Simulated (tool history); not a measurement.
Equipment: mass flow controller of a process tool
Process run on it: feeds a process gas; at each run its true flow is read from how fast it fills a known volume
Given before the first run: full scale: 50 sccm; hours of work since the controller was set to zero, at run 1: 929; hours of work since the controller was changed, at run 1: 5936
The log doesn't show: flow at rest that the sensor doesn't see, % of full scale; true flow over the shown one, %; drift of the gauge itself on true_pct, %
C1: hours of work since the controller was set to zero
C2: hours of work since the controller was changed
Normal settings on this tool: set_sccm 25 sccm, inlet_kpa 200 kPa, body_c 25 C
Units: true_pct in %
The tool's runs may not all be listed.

run 1 hour=0.0 | set_sccm=25 inlet_kpa=200 body_c=25 | C1=929 C2=5936 | true_pct=98.75
run 2 hour=197.0 | set_sccm=25 inlet_kpa=200 body_c=25 | C1=1023 C2=6030 | true_pct=98.64
run 3 hour=386.7 | set_sccm=25 inlet_kpa=200 body_c=22 | C1=1113 C2=6120 | true_pct=98.50
run 4 hour=688.6 | set_sccm=25 inlet_kpa=200 body_c=22 | C1=1256 C2=6263 | true_pct=98.45
run 5 hour=924.9 | set_sccm=25 inlet_kpa=200 body_c=22 | C1=1369 C2=6376 | true_pct=98.57
run 6 hour=1286.7 | set_sccm=25 inlet_kpa=200 body_c=25 | C1=1541 C2=6548 | true_pct=98.73
run 7 hour=1562.1 | set_sccm=25 inlet_kpa=200 body_c=25 | C1=1671 C2=6678 | true_pct=98.73
run 8 hour=1753.8 | set_sccm=25 inlet_kpa=200 body_c=39 | C1=1763 C2=6769 | true_pct=98.98
run 9 hour=2104.0 | set_sccm=25 inlet_kpa=200 body_c=39 | C1=1929 C2=6936 | true_pct=98.97
run 10 hour=2272.4 | set_sccm=25 inlet_kpa=200 body_c=31 | C1=2009 C2=7016 | true_pct=98.68
run 11 hour=2601.7 | set_sccm=25 inlet_kpa=200 body_c=31 | C1=2165 C2=7172 | true_pct=98.88
run 12 hour=2934.1 | set_sccm=25 inlet_kpa=200 body_c=25 | C1=2323 C2=7330 | true_pct=98.61
run 13 hour=3167.8 | set_sccm=25 inlet_kpa=200 body_c=25 | C1=2434 C2=7441 | true_pct=98.82
run 14 hour=3427.7 | set_sccm=25 inlet_kpa=200 body_c=25 | C1=2558 C2=7565 | true_pct=98.65
run 15 hour=3763.7 | set_sccm=25 inlet_kpa=200 body_c=25 | C1=2717 C2=7724 | true_pct=98.70
run 16 hour=4040.3 | set_sccm=25 inlet_kpa=200 body_c=31 | C1=2849 C2=7856 | true_pct=98.82
run 17 hour=4289.4 | set_sccm=25 inlet_kpa=194 body_c=25 | C1=2967 C2=7974 | true_pct=98.69
run 18 hour=4440.8 | set_sccm=25 inlet_kpa=194 body_c=25 | C1=3039 C2=8046 | true_pct=98.78
run 19 hour=4620.7 | set_sccm=25 inlet_kpa=194 body_c=25 | C1=3124 C2=8131 | true_pct=98.56
run 20 hour=4873.3 | set_sccm=25 inlet_kpa=194 body_c=25 | C1=3244 C2=8251 | true_pct=98.73
run 21 hour=5232.6 | set_sccm=18 inlet_kpa=167 body_c=35 | C1=3415 C2=8422 | true_pct=98.64
run 22 hour=5473.9 | set_sccm=17 inlet_kpa=204 body_c=34 | C1=3530 C2=8537 | true_pct=98.52
run 23 hour=5674.2 | set_sccm=17 inlet_kpa=204 body_c=34 | C1=3625 C2=8632 | true_pct=98.40
run 24 hour=5961.0 | set_sccm=18 inlet_kpa=200 body_c=25 | C1=3761 C2=8768 | true_pct=98.31
run 25 hour=6160.8 | set_sccm=18 inlet_kpa=200 body_c=25 | C1=3856 C2=8863 | true_pct=98.34
run 26 hour=6451.7 | set_sccm=18 inlet_kpa=200 body_c=25 | C1=3994 C2=9001 | true_pct=98.31
run 27 hour=6798.5 | set_sccm=18 inlet_kpa=200 body_c=25 | C1=4159 C2=9166 | true_pct=98.28
run 28 hour=6988.8 | set_sccm=18 inlet_kpa=207 body_c=37 | C1=4249 C2=9256 | true_pct=98.75
run 29 hour=7354.4 | set_sccm=7 inlet_kpa=199 body_c=20 | C1=4423 C2=9430 | true_pct=97.49
run 30 hour=7600.2 | set_sccm=7 inlet_kpa=199 body_c=20 | C1=4540 C2=9547 | true_pct=97.49
run 31 hour=7766.2 | set_sccm=13 inlet_kpa=213 body_c=20 | C1=4619 C2=9626 | true_pct=97.80
run 32 hour=7948.2 | set_sccm=28 inlet_kpa=200 body_c=33 | C1=4705 C2=9712 | true_pct=99.11
run 33 hour=8139.5 | set_sccm=9 inlet_kpa=200 body_c=22 | C1=4796 C2=9803 | true_pct=97.80
-- hour=8470.7 controller's zero set anew
run 34 hour=8498.6 | set_sccm=25 inlet_kpa=233 body_c=25 | C1=13 C2=9973 | true_pct=98.52
run 35 hour=8861.9 | set_sccm=8 inlet_kpa=233 body_c=25 | C1=186 C2=10146 | true_pct=97.58
run 36 hour=9187.2 | set_sccm=34 inlet_kpa=279 body_c=31 | C1=340 C2=10301 | true_pct=99.34
run 37 hour=9408.5 | set_sccm=20 inlet_kpa=261 body_c=31 | C1=445 C2=10406 | true_pct=98.46

Forecast each of these 3 alternatives for the next run:
run A hour=9612.6 | set_sccm=7 inlet_kpa=189 body_c=22 | C1=542 C2=10503 | true_pct=?
run B hour=9612.6 | set_sccm=20 inlet_kpa=205 body_c=25 | C1=542 C2=10503 | true_pct=?
run C hour=9612.6 | set_sccm=21 inlet_kpa=175 body_c=31 | C1=542 C2=10503 | true_pct=?

run=A true_pct=97.81
run=B true_pct=98.50
run=C true_pct=98.69
Without the tool's hidden state the same runs would have given:
run=A true_pct=97.83
run=B true_pct=98.51
run=C true_pct=98.71

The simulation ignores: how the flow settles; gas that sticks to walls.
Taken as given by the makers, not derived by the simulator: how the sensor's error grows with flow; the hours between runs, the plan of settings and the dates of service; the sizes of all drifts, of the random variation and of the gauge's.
